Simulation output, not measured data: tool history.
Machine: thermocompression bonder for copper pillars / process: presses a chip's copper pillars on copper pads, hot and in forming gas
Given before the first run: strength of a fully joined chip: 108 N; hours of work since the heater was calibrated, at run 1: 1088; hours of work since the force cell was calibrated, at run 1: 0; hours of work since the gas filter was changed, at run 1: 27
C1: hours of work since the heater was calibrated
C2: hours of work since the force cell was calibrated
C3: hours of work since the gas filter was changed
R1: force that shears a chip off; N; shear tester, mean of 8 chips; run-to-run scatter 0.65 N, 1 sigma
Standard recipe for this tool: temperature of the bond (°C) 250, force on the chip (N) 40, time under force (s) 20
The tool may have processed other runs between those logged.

{"run": 1, "day": 0.0, "temperature of the bond (°C)": 250, "force on the chip (N)": 40, "time under force (s)": 20, "C1": 1088, "C2": 0, "C3": 27, "R1": 37.2}
{"day": 0.7, "done": "heater calibrated with a thermocouple chip"}
{"run": 2, "day": 1.875, "temperature of the bond (°C)": 250, "force on the chip (N)": 40, "time under force (s)": 20, "C1": 16, "C2": 24, "C3": 52, "R1": 40.3}
{"run": 3, "day": 3.646, "temperature of the bond (°C)": 250, "force on the chip (N)": 47, "time under force (s)": 20, "C1": 40, "C2": 48, "C3": 75, "R1": 48.4}
{"run": 4, "day": 6.396, "temperature of the bond (°C)": 267, "force on the chip (N)": 47, "time under force (s)": 20, "C1": 77, "C2": 85, "C3": 112, "R1": 57.2}
{"run": 5, "day": 9.108, "temperature of the bond (°C)": 267, "force on the chip (N)": 47, "time under force (s)": 20, "C1": 113, "C2": 122, "C3": 149, "R1": 55.2}
{"run": 6, "day": 11.104, "temperature of the bond (°C)": 250, "force on the chip (N)": 40, "time under force (s)": 20, "C1": 140, "C2": 148, "C3": 176, "R1": 37.1}
{"run": 7, "day": 13.233, "temperature of the bond (°C)": 250, "force on the chip (N)": 40, "time under force (s)": 20, "C1": 169, "C2": 177, "C3": 205, "R1": 38}
{"run": 8, "day": 14.667, "temperature of the bond (°C)": 250, "force on the chip (N)": 40, "time under force (s)": 20, "C1": 188, "C2": 196, "C3": 224, "R1": 37}
{"run": 9, "day": 16.592, "temperature of the bond (°C)": 276, "force on the chip (N)": 40, "time under force (s)": 20, "C1": 214, "C2": 222, "C3": 250, "R1": 50.5}
{"run": 10, "day": 18.35, "temperature of the bond (°C)": 276, "force on the chip (N)": 40, "time under force (s)": 42, "C1": 238, "C2": 246, "C3": 274, "R1": 62.3}
{"run": 11, "day": 20.288, "temperature of the bond (°C)": 278, "force on the chip (N)": 38, "time under force (s)": 18, "C1": 264, "C2": 272, "C3": 300, "R1": 45.7}
{"run": 12, "day": 21.471, "temperature of the bond (°C)": 276, "force on the chip (N)": 33, "time under force (s)": 20, "C1": 280, "C2": 288, "C3": 316, "R1": 38.8}
{"day": 21.717, "done": "force cell calibrated"}
{"day": 21.738, "done": "forming gas filter changed"}
{"run": 13, "day": 24.275, "temperature of the bond (°C)": 250, "force on the chip (N)": 48, "time under force (s)": 23, "C1": 316, "C2": 34, "C3": 34, "R1": 49.9}
{"run": 14, "day": 26.475, "temperature of the bond (°C)": 250, "force on the chip (N)": 48, "time under force (s)": 23, "C1": 346, "C2": 64, "C3": 64, "R1": 49.3}
{"run": 15, "day": 28.6, "temperature of the bond (°C)": 236, "force on the chip (N)": 37, "time under force (s)": 23, "C1": 375, "C2": 92, "C3": 92, "R1": 28.4}
{"day": 30.912, "done": "force cell calibrated, once more"}
{"run": 16, "day": 31.512, "temperature of the bond (°C)": 236, "force on the chip (N)": 37, "time under force (s)": 23, "C1": 413, "C2": 8, "C3": 131, "R1": 29.5}
{"run": 17, "day": 33.138, "temperature of the bond (°C)": 236, "force on the chip (N)": 37, "time under force (s)": 23, "C1": 435, "C2": 30, "C3": 153, "R1": 28.5}

Predict each of these 4 candidate next runs independently; none follows another, all start after run 17:
{"run": "A", "day": 36.017, "temperature of the bond (°C)": 273, "force on the chip (N)": 24, "time under force (s)": 35, "C1": 474, "C2": 69, "C3": 191, "R1": "?"}
{"run": "B", "day": 36.017, "temperature of the bond (°C)": 271, "force on the chip (N)": 51, "time under force (s)": 23, "C1": 474, "C2": 69, "C3": 191, "R1": "?"}
{"run": "C", "day": 36.017, "temperature of the bond (°C)": 277, "force on the chip (N)": 43, "time under force (s)": 11, "C1": 474, "C2": 69, "C3": 191, "R1": "?"}
{"run": "D", "day": 36.017, "temperature of the bond (°C)": 236, "force on the chip (N)": 37, "time under force (s)": 23, "C1": 474, "C2": 69, "C3": 191, "R1": "?"}

run=A R1=33.1
run=B R1=63.3
run=C R1=43.8
run=D R1=29.4
Without the tool's unlogged condition, the same runs would have read:
run=A R1=37.4
run=B R1=70.5
run=C R1=49.3
run=D R1=33.4
